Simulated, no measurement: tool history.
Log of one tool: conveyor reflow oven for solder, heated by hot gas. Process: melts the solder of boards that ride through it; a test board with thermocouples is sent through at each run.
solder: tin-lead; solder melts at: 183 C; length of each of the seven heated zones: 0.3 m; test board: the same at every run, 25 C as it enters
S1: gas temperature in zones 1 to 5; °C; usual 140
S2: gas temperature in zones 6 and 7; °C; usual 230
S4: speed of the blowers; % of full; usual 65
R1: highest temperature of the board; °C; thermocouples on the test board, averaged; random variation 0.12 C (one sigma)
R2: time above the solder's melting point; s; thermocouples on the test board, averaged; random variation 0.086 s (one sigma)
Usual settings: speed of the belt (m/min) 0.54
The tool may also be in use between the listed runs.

{"run": 1, "hour": 0.0, "S1": 140, "S2": 230, "speed of the belt (m/min)": 0.54, "S4": 65, "R1": 211.9, "R2": 46.25}
{"run": 2, "hour": 10.6, "S1": 140, "S2": 230, "speed of the belt (m/min)": 0.54, "S4": 65, "R1": 211.7, "R2": 46.11}
{"run": 3, "hour": 21.3, "S1": 140, "S2": 230, "speed of the belt (m/min)": 0.54, "S4": 65, "R1": 211.8, "R2": 46.06}
{"run": 4, "hour": 41.3, "S1": 140, "S2": 230, "speed of the belt (m/min)": 0.54, "S4": 65, "R1": 211.6, "R2": 46.03}
{"run": 5, "hour": 52.5, "S1": 140, "S2": 230, "speed of the belt (m/min)": 0.54, "S4": 65, "R1": 211.6, "R2": 46.03}
{"run": 6, "hour": 70.7, "S1": 152, "S2": 230, "speed of the belt (m/min)": 0.54, "S4": 65, "R1": 213.8, "R2": 52.23}
{"run": 7, "hour": 83.8, "S1": 140, "S2": 230, "speed of the belt (m/min)": 0.54, "S4": 50, "R1": 207.7, "R2": 41.98}
{"run": 8, "hour": 96.4, "S1": 140, "S2": 230, "speed of the belt (m/min)": 0.54, "S4": 50, "R1": 207.7, "R2": 41.88}
{"run": 9, "hour": 112.1, "S1": 140, "S2": 230, "speed of the belt (m/min)": 0.54, "S4": 65, "R1": 211.4, "R2": 45.85}
{"run": 10, "hour": 121.9, "S1": 140, "S2": 230, "speed of the belt (m/min)": 0.54, "S4": 65, "R1": 211.3, "R2": 45.87}
{"run": 11, "hour": 136.3, "S1": 140, "S2": 230, "speed of the belt (m/min)": 0.54, "S4": 65, "R1": 211.3, "R2": 45.82}
{"run": 12, "hour": 154.2, "S1": 140, "S2": 230, "speed of the belt (m/min)": 0.54, "S4": 65, "R1": 211.4, "R2": 45.72}
{"run": 13, "hour": 162.6, "S1": 140, "S2": 230, "speed of the belt (m/min)": 0.54, "S4": 65, "R1": 211.2, "R2": 45.85}
{"run": 14, "hour": 174.4, "S1": 140, "S2": 230, "speed of the belt (m/min)": 0.54, "S4": 65, "R1": 211, "R2": 45.8}
{"run": 15, "hour": 190.6, "S1": 146, "S2": 235, "speed of the belt (m/min)": 0.55, "S4": 86, "R1": 219.7, "R2": 53.45}
{"run": 16, "hour": 205.4, "S1": 146, "S2": 235, "speed of the belt (m/min)": 0.55, "S4": 86, "R1": 219.6, "R2": 53.07}
{"run": 17, "hour": 225.2, "S1": 140, "S2": 228, "speed of the belt (m/min)": 0.54, "S4": 50, "R1": 205.6, "R2": 39.88}
{"run": 18, "hour": 236.8, "S1": 140, "S2": 228, "speed of the belt (m/min)": 0.542, "S4": 50, "R1": 205.5, "R2": 39.77}
{"run": 19, "hour": 246.5, "S1": 146, "S2": 219, "speed of the belt (m/min)": 0.458, "S4": 86, "R1": 209.5, "R2": 57.57}
{"run": 20, "hour": 255.6, "S1": 140, "S2": 230, "speed of the belt (m/min)": 0.48, "S4": 67, "R1": 214.8, "R2": 55.56}
{"run": 21, "hour": 266.1, "S1": 140, "S2": 232, "speed of the belt (m/min)": 0.48, "S4": 65, "R1": 216.3, "R2": 56.52}
{"run": 22, "hour": 286.5, "S1": 132, "S2": 232, "speed of the belt (m/min)": 0.438, "S4": 65, "R1": 217.6, "R2": 60.72}
{"hour": 305.7, "done": "flux residue cleaned out of gas plates and filters"}
{"run": 23, "hour": 309.5, "S1": 132, "S2": 222, "speed of the belt (m/min)": 0.438, "S4": 65, "R1": 209.5, "R2": 54.51}
{"run": 24, "hour": 321.3, "S1": 140, "S2": 220, "speed of the belt (m/min)": 0.54, "S4": 65, "R1": 203.6, "R2": 39.4}
{"run": 25, "hour": 333.4, "S1": 144, "S2": 230, "speed of the belt (m/min)": 0.54, "S4": 70, "R1": 213.8, "R2": 49.8}
{"run": 26, "hour": 342.0, "S1": 144, "S2": 230, "speed of the belt (m/min)": 0.54, "S4": 70, "R1": 213.9, "R2": 49.68}
{"run": 27, "hour": 351.8, "S1": 144, "S2": 230, "speed of the belt (m/min)": 0.54, "S4": 70, "R1": 213.8, "R2": 49.64}

Some steps in R1 between neighbouring runs. How much of each would the tool show without its hidden state too (settings, what came in, random variation), and how much is left for the hidden state, with any gauge scatter that isn't in both results?
The hidden state here: heat that the gas passes to the board, % of a clean oven's; belt's true speed, % of the reading; true gas temperature in zones 6 and 7 over the reading, C; drift of the gauge itself on peak_c, C; drift of the gauge itself on liquid_s, %.
Run 16 -> 17: S1 146 -> 140, S2 235 -> 228, speed of the belt (m/min) 0.55 -> 0.54, S4 86 -> 50. R1 -14 °C: hidden state +0.2, all else -14.2.
Run 22 -> 23: S2 232 -> 222, flux residue cleaned out of gas plates and filters. R1 -8.1 °C: hidden state +1.2, all else -9.3.
Run 24 -> 25: S1 140 -> 144, S2 220 -> 230, S4 65 -> 70. R1 +10.2 °C: hidden state +0, all else +10.2.

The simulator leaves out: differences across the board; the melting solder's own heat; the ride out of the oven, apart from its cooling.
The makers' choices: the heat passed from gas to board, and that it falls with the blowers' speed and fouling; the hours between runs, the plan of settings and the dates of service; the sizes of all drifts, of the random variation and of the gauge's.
